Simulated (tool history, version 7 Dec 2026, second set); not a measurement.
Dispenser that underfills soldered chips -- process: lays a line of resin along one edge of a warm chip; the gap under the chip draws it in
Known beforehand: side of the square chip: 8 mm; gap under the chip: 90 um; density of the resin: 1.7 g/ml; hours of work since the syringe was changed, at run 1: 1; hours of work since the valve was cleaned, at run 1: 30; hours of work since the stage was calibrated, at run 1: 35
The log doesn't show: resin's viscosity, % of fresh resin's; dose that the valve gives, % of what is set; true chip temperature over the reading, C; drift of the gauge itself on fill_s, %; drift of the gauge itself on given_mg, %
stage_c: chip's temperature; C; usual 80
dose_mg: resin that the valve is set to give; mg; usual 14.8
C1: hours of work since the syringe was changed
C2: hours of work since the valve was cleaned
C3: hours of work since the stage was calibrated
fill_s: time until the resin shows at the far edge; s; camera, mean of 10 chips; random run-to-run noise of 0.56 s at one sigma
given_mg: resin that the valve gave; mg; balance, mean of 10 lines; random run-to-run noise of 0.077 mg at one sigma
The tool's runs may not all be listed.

Run 1, day 0: usual settings; C1 1; C2 30; C3 35. Result: fill_s 49.3 s, given_mg 14.63 mg.
Run 2, day 0.229: usual settings; C1 5; C2 34; C3 39. Result: fill_s 56.2 s, given_mg 14.5 mg.
At day 0.338: new syringe of resin.
Run 3, day 0.358: usual settings but dose_mg 14 mg; C1 0; C2 35; C3 41. Result: fill_s 47.3 s, given_mg 13.68 mg.
Run 4, day 0.592: usual settings but dose_mg 14 mg; C1 4; C2 39; C3 45. Result: fill_s 53.5 s, given_mg 13.65 mg.
At day 0.767: new syringe of resin.
Run 5, day 0.767: usual settings but dose_mg 14 mg; C1 0; C2 42; C3 47. Result: fill_s 46.2 s, given_mg 13.77 mg.
Run 6, day 0.933: usual settings but dose_mg 14 mg; C1 3; C2 45; C3 50. Result: fill_s 51.3 s, given_mg 13.7 mg.
Run 7, day 1.117: usual settings but dose_mg 14 mg; C1 6; C2 48; C3 53. Result: fill_s 56.6 s, given_mg 13.74 mg.
At day 1.196: new syringe of resin.
Run 8, day 1.3: usual settings but dose_mg 14 mg; C1 2; C2 50; C3 56. Result: fill_s 49.9 s, given_mg 13.61 mg.
Run 9, day 1.512: usual settings but stage_c 94 C; C1 5; C2 54; C3 59. Result: fill_s 28.9 s, given_mg 14.36 mg.
At day 1.625: new syringe of resin.
Run 10, day 1.654: usual settings but stage_c 74 C; C1 0; C2 56; C3 61. Result: fill_s 62.6 s, given_mg 14.46 mg.
Run 11, day 1.854: usual settings but stage_c 78 C; C1 4; C2 59; C3 65. Result: fill_s 57.1 s, given_mg 14.47 mg.
Run 12, day 2.008: usual settings but stage_c 78 C; C1 6; C2 62; C3 67. Result: fill_s 62.8 s, given_mg 14.33 mg.
At day 2.062: new syringe of resin.
Run 13, day 2.175: usual settings; C1 2; C2 64; C3 70. Result: fill_s 49.6 s, given_mg 14.36 mg.
Run 14, day 2.35: usual settings; C1 5; C2 67; C3 72. Result: fill_s 53.7 s, given_mg 14.39 mg.
At day 2.438: dispensing valve cleaned and set on the balance.
At day 2.538: new syringe of resin.
Run 15, day 2.538: usual settings; C1 0; C2 1; C3 75. Result: fill_s 45.7 s, given_mg 14.75 mg.
Run 16, day 2.738: usual settings; C1 3; C2 5; C3 78. Result: fill_s 51 s, given_mg 14.82 mg.
At day 2.962: new syringe of resin.
Run 17, day 2.988: usual settings but dose_mg 17.9 mg; C1 0; C2 9; C3 82. Result: fill_s 46.4 s, given_mg 17.66 mg.
Run 18, day 3.158: usual settings; C1 3; C2 11; C3 85. Result: fill_s 50.7 s, given_mg 14.73 mg.
Run 19, day 3.258: usual settings but dose_mg 14.2 mg; C1 5; C2 13; C3 86. Result: fill_s 55 s, given_mg 13.98 mg.
At day 3.404: new syringe of resin.
Run 20, day 3.462: usual settings but dose_mg 14.2 mg; C1 1; C2 16; C3 89. Result: fill_s 47.9 s, given_mg 14.18 mg.
Run 21, day 3.596: usual settings but dose_mg 14.2 mg; C1 3; C2 18; C3 92. Result: fill_s 51.6 s, given_mg 14.07 mg.
At day 3.825: new syringe of resin.
Run 22, day 3.825: usual settings but dose_mg 16 mg; C1 0; C2 22; C3 95. Result: fill_s 45 s, given_mg 15.76 mg.
Run 23, day 4.062: usual settings but stage_c 87 C, dose_mg 15 mg; C1 4; C2 26; C3 99. Result: fill_s 37.7 s, given_mg 14.8 mg.
At day 4.25: new syringe of resin.
Run 24, day 4.258: usual settings but stage_c 69 C, dose_mg 18.8 mg; C1 0; C2 29; C3 102. Result: fill_s 76.4 s, given_mg 18.43 mg.
Run 25, day 4.492: usual settings but stage_c 88 C, dose_mg 17.5 mg; C1 4; C2 33; C3 106. Result: fill_s 36.3 s, given_mg 17.22 mg.
At day 4.688: new syringe of resin.
Run 26, day 4.717: usual settings but stage_c 74 C, dose_mg 16 mg; C1 0; C2 36; C3 109. Result: fill_s 62.5 s, given_mg 15.68 mg.
Run 27, day 4.925: usual settings but dose_mg 17.5 mg; C1 4; C2 39; C3 113. Result: fill_s 51.3 s, given_mg 17.28 mg.
At day 5.112: new syringe of resin.
Run 28, day 5.162: usual settings but stage_c 78 C, dose_mg 14.4 mg; C1 1; C2 43; C3 116. Result: fill_s 52.5 s, given_mg 14.17 mg.
Run 29, day 5.396: usual settings but stage_c 77 C, dose_mg 17.1 mg; C1 5; C2 47; C3 120. Result: fill_s 60.7 s, given_mg 16.61 mg.
Run 30, day 5.512: usual settings but stage_c 93 C, dose_mg 13.5 mg; C1 7; C2 49; C3 122. Result: fill_s 32.7 s, given_mg 13.23 mg.
At day 5.546: new syringe of resin.
Run 31, day 5.671: usual settings but stage_c 93 C, dose_mg 13.5 mg; C1 2; C2 51; C3 124. Result: fill_s 26.8 s, given_mg 13.2 mg.
Run 32, day 5.842: usual settings but stage_c 93 C, dose_mg 13.5 mg; C1 5; C2 54; C3 127. Result: fill_s 29 s, given_mg 13.43 mg.
At day 5.967: new syringe of resin.
Run 33, day 5.967: usual settings but stage_c 88 C, dose_mg 13.5 mg; C1 0; C2 56; C3 129. Result: fill_s 32.2 s, given_mg 13.21 mg.
Run 34, day 6.112: usual settings but stage_c 88 C, dose_mg 13.5 mg; C1 2; C2 58; C3 131. Result: fill_s 34.2 s, given_mg 13.18 mg.
Run 35, day 6.288: usual settings but stage_c 85 C, dose_mg 19.1 mg; C1 5; C2 61; C3 134. Result: fill_s 41.7 s, given_mg 18.53 mg.
At day 6.4: new syringe of resin.
Run 36, day 6.462: usual settings but stage_c 85 C, dose_mg 19.1 mg; C1 1; C2 64; C3 137. Result: fill_s 35.9 s, given_mg 18.58 mg.

Each row is a separate what-if for the run after 36, all from the same tool condition, not one after another. Results?
Run A, day 6.679: usual settings but stage_c 84 C, dose_mg 13.8 mg; C1 5; C2 67; C3 140. Result: fill_s ?, given_mg ?.
Run B, day 6.679: usual settings but stage_c 78 C, dose_mg 14 mg; C1 5; C2 67; C3 140. Result: fill_s ?, given_mg ?.
Run C, day 6.679: usual settings but stage_c 66 C, dose_mg 19.1 mg; C1 5; C2 67; C3 140. Result: fill_s ?, given_mg ?.

run  fill_s  given_mg
  A    44.9     13.38
  B    60.4      13.5
  C   103.7     18.47
Stripped of hidden state, with their random variation kept, the same runs would have yielded:
run  fill_s  given_mg
  A    40.2     13.82
  B    54.2     13.95
  C    93.8     19.08
